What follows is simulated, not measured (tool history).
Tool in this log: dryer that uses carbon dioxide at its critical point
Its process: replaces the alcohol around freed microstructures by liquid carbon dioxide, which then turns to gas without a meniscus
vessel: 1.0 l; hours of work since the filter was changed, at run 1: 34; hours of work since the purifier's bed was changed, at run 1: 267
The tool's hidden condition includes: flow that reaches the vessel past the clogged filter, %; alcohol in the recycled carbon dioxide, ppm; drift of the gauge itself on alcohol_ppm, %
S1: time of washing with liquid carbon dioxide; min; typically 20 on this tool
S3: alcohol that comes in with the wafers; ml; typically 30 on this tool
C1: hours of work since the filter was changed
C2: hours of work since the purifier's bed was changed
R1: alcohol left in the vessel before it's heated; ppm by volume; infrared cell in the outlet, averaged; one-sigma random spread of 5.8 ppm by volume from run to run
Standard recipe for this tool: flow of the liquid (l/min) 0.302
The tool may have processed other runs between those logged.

run 1 day=0.000 | S1=20 flow_of_the_liquid_(l/min)=0.302 S3=30 | C1=34 C2=267 | R1=306
run 2 day=1.104 | S1=20 flow_of_the_liquid_(l/min)=0.302 S3=51 | C1=46 C2=278 | R1=467
run 3 day=2.104 | S1=24 flow_of_the_liquid_(l/min)=0.302 S3=51 | C1=56 C2=288 | R1=231
run 4 day=3.771 | S1=24 flow_of_the_liquid_(l/min)=0.302 S3=51 | C1=73 C2=306 | R1=240
run 5 day=5.575 | S1=24 flow_of_the_liquid_(l/min)=0.302 S3=51 | C1=92 C2=324 | R1=259
run 6 day=6.729 | S1=24 flow_of_the_liquid_(l/min)=0.216 S3=51 | C1=104 C2=336 | R1=952
run 7 day=7.829 | S1=24 flow_of_the_liquid_(l/min)=0.216 S3=51 | C1=115 C2=347 | R1=936
run 8 day=9.767 | S1=20 flow_of_the_liquid_(l/min)=0.302 S3=82 | C1=135 C2=367 | R1=729
run 9 day=11.750 | S1=20 flow_of_the_liquid_(l/min)=0.302 S3=82 | C1=155 C2=388 | R1=773
run 10 day=13.479 | S1=20 flow_of_the_liquid_(l/min)=0.302 S3=30 | C1=173 C2=406 | R1=374
run 11 day=15.021 | S1=20 flow_of_the_liquid_(l/min)=0.302 S3=30 | C1=189 C2=422 | R1=380
run 12 day=16.117 | S1=25 flow_of_the_liquid_(l/min)=0.302 S3=30 | C1=200 C2=433 | R1=227
run 13 day=17.838 | S1=25 flow_of_the_liquid_(l/min)=0.302 S3=30 | C1=218 C2=451 | R1=226
run 14 day=19.075 | S1=25 flow_of_the_liquid_(l/min)=0.201 S3=30 | C1=231 C2=463 | R1=792
run 15 day=20.583 | S1=20 flow_of_the_liquid_(l/min)=0.302 S3=30 | C1=246 C2=479 | R1=412
run 16 day=22.454 | S1=20 flow_of_the_liquid_(l/min)=0.302 S3=30 | C1=266 C2=498 | R1=411
run 17 day=24.421 | S1=20 flow_of_the_liquid_(l/min)=0.302 S3=30 | C1=286 C2=518 | R1=436
run 18 day=25.350 | S1=31 flow_of_the_liquid_(l/min)=0.302 S3=30 | C1=296 C2=528 | R1=193
run 19 day=27.096 | S1=20 flow_of_the_liquid_(l/min)=0.302 S3=48 | C1=314 C2=546 | R1=621
run 20 day=28.067 | S1=20 flow_of_the_liquid_(l/min)=0.302 S3=48 | C1=324 C2=556 | R1=618
-- day=28.471 purifier's bed changed
run 21 day=30.125 | S1=20 flow_of_the_liquid_(l/min)=0.302 S3=23 | C1=343 C2=17 | R1=227
run 22 day=31.092 | S1=20 flow_of_the_liquid_(l/min)=0.302 S3=101 | C1=353 C2=27 | R1=909
run 23 day=32.067 | S1=20 flow_of_the_liquid_(l/min)=0.302 S3=69 | C1=364 C2=37 | R1=634
run 24 day=33.296 | S1=20 flow_of_the_liquid_(l/min)=0.302 S3=69 | C1=376 C2=50 | R1=655
run 25 day=34.883 | S1=31 flow_of_the_liquid_(l/min)=0.489 S3=44 | C1=393 C2=66 | R1=29
run 26 day=36.108 | S1=19 flow_of_the_liquid_(l/min)=0.359 S3=30 | C1=405 C2=79 | R1=187
run 27 day=37.704 | S1=19 flow_of_the_liquid_(l/min)=0.359 S3=30 | C1=422 C2=95 | R1=190
-- day=39.171 inlet filter changed
run 28 day=39.188 | S1=19 flow_of_the_liquid_(l/min)=0.359 S3=30 | C1=0 C2=110 | R1=138
run 29 day=40.425 | S1=21 flow_of_the_liquid_(l/min)=0.258 S3=30 | C1=13 C2=123 | R1=405
run 30 day=41.279 | S1=29 flow_of_the_liquid_(l/min)=0.284 S3=24 | C1=22 C2=132 | R1=80
run 31 day=43.167 | S1=29 flow_of_the_liquid_(l/min)=0.284 S3=24 | C1=41 C2=151 | R1=81

Expected results for the next run?
run 32 day=45.158 | S1=29 flow_of_the_liquid_(l/min)=0.284 S3=24 | C1=62 C2=172 | R1=?

Run 32 produced R1 99 ppm by volume.
The same run, on a tool lacking any hidden state, would have yielded R1 39 ppm by volume.
